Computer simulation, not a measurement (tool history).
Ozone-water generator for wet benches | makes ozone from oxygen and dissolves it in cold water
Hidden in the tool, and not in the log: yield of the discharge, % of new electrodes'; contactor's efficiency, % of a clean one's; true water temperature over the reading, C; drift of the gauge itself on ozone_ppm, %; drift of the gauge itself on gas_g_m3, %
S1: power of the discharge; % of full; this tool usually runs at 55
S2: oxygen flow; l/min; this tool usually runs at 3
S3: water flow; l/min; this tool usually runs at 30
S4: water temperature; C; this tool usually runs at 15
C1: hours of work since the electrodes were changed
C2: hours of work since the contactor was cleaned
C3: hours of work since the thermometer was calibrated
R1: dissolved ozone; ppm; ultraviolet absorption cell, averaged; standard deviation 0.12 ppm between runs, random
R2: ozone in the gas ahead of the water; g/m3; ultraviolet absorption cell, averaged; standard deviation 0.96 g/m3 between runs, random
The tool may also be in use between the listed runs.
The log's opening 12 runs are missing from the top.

run	hour	S1	S2	S3	S4	C1	C2	C3	R1	R2
13	648.6	47	3	30	15	1130	2389	2389	8.5	148.4
14	720.3	47	3	30	15	1174	2433	2433	8.6	148.2
15	769.1	55	3	30	15	1204	2463	2463	9.6	163.3
16	805.6	55	1.94	30	15	1227	2486	2486	9	218.1
17	872.2	55	1.94	30	15	1268	2527	2527	9.1	217
18	907.9	74	3	30	9	1290	2549	2549	12.1	200.2
19	954.4	85	3	30	9	1319	2578	2578	13.4	219.6
20	994.8	85	3	30	9	1344	2603	2603	13.2	219
21	1040.6	55	2.29	30	15	1372	2631	2631	9.2	194.3
22	1097.8	55	3	30	8	1407	2667	2667	10.2	162.5
23	1134.6	64	3.66	31	7	1430	2689	2689	11.3	160.8
24	1176.3	96	4.94	31	13	1456	2715	2715	14.4	171.8
25	1226.1	96	4.94	31	13	1487	2746	2746	14.4	174.5
26	1298.8	55	2.57	30	8	1531	2791	2791	9.9	180.8
27	1334.5	55	2.57	30	8	1554	2813	2813	9.6	180.5
28	1378.2	41	4.16	30	8	1581	2840	2840	8.6	108
29	1417.2	89	4.16	32	8	1605	2864	2864	13.7	182.8
30	1468.3	89	4.16	32	8	1636	2895	2895	13.4	180.7
31	1540.3	89	3.62	42	8	1681	2940	2940	10.1	199.8
32	1570	54	3.62	27	8	1699	2958	2958	11.4	143.9

Forecast each of these 4 alternatives for the next run:
A	1612.9	85	3.62	27	9	1726	2985	2985	?	?
B	1612.9	54	3.75	27	8	1726	2985	2985	?	?
C	1612.9	54	3.62	44	8	1726	2985	2985	?	?
D	1612.9	97	3.62	34	12	1726	2985	2985	?	?

run	R1	R2
A	15.3	193.2
B	11.5	142.1
C	6.5	141.3
D	12.9	210.9
Had the tool no hidden state, the same runs would have come out as:
run	R1	R2
A	15.3	193.3
B	11.5	142.2
C	6.5	141.4
D	12.9	211
